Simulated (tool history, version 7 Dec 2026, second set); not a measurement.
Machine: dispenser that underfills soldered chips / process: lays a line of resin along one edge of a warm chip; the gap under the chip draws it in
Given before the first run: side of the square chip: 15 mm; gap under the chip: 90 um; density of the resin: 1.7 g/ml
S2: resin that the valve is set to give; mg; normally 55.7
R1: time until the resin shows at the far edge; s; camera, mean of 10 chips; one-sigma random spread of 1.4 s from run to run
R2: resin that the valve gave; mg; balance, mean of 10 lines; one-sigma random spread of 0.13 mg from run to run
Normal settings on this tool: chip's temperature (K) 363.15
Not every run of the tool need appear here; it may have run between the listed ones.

{"run": 1, "day": 0.0, "chip's temperature (K)": 363.15, "S2": 55.7, "R1": 302.2, "R2": 55.28}
{"day": 0.054, "done": "new syringe of resin"}
{"run": 2, "day": 0.429, "chip's temperature (K)": 363.15, "S2": 54.1, "R1": 235.3, "R2": 53.76}
{"day": 0.708, "done": "new syringe of resin"}
{"run": 3, "day": 0.708, "chip's temperature (K)": 363.15, "S2": 54.1, "R1": 138.8, "R2": 53.63}
{"run": 4, "day": 1.092, "chip's temperature (K)": 363.15, "S2": 54.1, "R1": 232.3, "R2": 53.63}
{"day": 1.329, "done": "new syringe of resin"}
{"run": 5, "day": 1.329, "chip's temperature (K)": 373.15, "S2": 55.7, "R1": 96.3, "R2": 55.15}
{"run": 6, "day": 1.796, "chip's temperature (K)": 373.15, "S2": 55.7, "R1": 178.4, "R2": 54.77}
{"day": 1.958, "done": "new syringe of resin"}
{"run": 7, "day": 2.321, "chip's temperature (K)": 373.15, "S2": 55.7, "R1": 157.0, "R2": 54.83}
{"day": 2.583, "done": "new syringe of resin"}
{"run": 8, "day": 2.596, "chip's temperature (K)": 373.15, "S2": 55.7, "R1": 100.5, "R2": 54.48}
{"run": 9, "day": 2.988, "chip's temperature (K)": 358.15, "S2": 55.7, "R1": 291.3, "R2": 54.7}
{"day": 3.229, "done": "new syringe of resin"}
{"run": 10, "day": 3.279, "chip's temperature (K)": 358.15, "S2": 55.7, "R1": 180.7, "R2": 54.47}
{"day": 3.438, "done": "dispensing valve cleaned and set on the balance"}
{"run": 11, "day": 3.567, "chip's temperature (K)": 358.15, "S2": 55.7, "R1": 252.5, "R2": 55.53}
{"day": 3.921, "done": "new syringe of resin"}
{"run": 12, "day": 3.929, "chip's temperature (K)": 354.15, "S2": 69.1, "R1": 193.9, "R2": 68.98}
{"run": 13, "day": 4.279, "chip's temperature (K)": 357.15, "S2": 62.8, "R1": 275.5, "R2": 62.31}
{"day": 4.554, "done": "new syringe of resin"}
{"run": 14, "day": 4.75, "chip's temperature (K)": 362.15, "S2": 52.7, "R1": 190.5, "R2": 52.29}
{"run": 15, "day": 5.046, "chip's temperature (K)": 349.15, "S2": 50.8, "R1": 471.8, "R2": 50.3}

Run 16, settings as shown, results not yet in. Your forecast:
{"day": 5.204, "done": "new syringe of resin"}
{"run": 16, "day": 5.475, "chip's temperature (K)": 363.15, "S2": 55.8, "R1": "?", "R2": "?"}

{"run 16": {"R1": 198.0, "R2": 55.14}}
With no hidden state in the tool, this same run would have given R1 135.7 s, R2 55.77 mg.
